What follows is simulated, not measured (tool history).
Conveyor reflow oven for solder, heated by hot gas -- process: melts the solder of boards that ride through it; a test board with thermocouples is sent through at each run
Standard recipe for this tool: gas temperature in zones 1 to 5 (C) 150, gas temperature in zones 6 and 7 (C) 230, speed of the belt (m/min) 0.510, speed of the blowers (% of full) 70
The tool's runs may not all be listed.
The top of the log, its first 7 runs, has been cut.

| run | hour | gas temperature in zones 1 to 5 (C) | gas temperature in zones 6 and 7 (C) | speed of the belt (m/min) | speed of the blowers (% of full) | highest temperature of the board (C) | time above the solder's melting point (s) |
|---|---|---|---|---|---|---|---|
| 8 | 95.5 | 150 | 230 | 0.510 | 70 | 217.2 | 76.6 |
| 9 | 112.7 | 150 | 230 | 0.510 | 70 | 217.1 | 76.0 |
| 10 | 129.6 | 150 | 230 | 0.510 | 70 | 216.9 | 76.3 |
| 11 | 146.6 | 150 | 219 | 0.510 | 70 | 207.3 | 66.6 |
| 12 | 159.0 | 150 | 219 | 0.510 | 70 | 207.7 | 66.9 |
| 13 | 177.9 | 150 | 219 | 0.510 | 70 | 207.7 | 66.5 |
| 14 | 194.8 | 150 | 219 | 0.510 | 70 | 207.8 | 66.6 |
| 15 | 213.8 | 150 | 230 | 0.510 | 70 | 216.7 | 75.5 |
| 16 | 230.3 | 150 | 230 | 0.510 | 70 | 216.7 | 75.7 |
| 17 | 246.9 | 149 | 235 | 0.510 | 66 | 219.8 | 77.6 |
| 18 | 260.0 | 149 | 222 | 0.510 | 88 | 212.8 | 72.6 |
| 19 | 276.2 | 160 | 230 | 0.597 | 70 | 214.2 | 66.8 |
| 20 | 292.3 | 151 | 220 | 0.469 | 71 | 210.4 | 77.7 |

What does the tool deliver on the next run?
| 21 | 309.7 | 150 | 230 | 0.491 | 71 | ? | ? |

{"run 21": {"highest temperature of the board (C)": 217.7, "time above the solder's melting point (s)": 80.0}}
Were there no unlogged condition in the tool, this run, its random variation unchanged, would have produced highest temperature of the board (C) 217.5, time above the solder's melting point (s) 79.6.
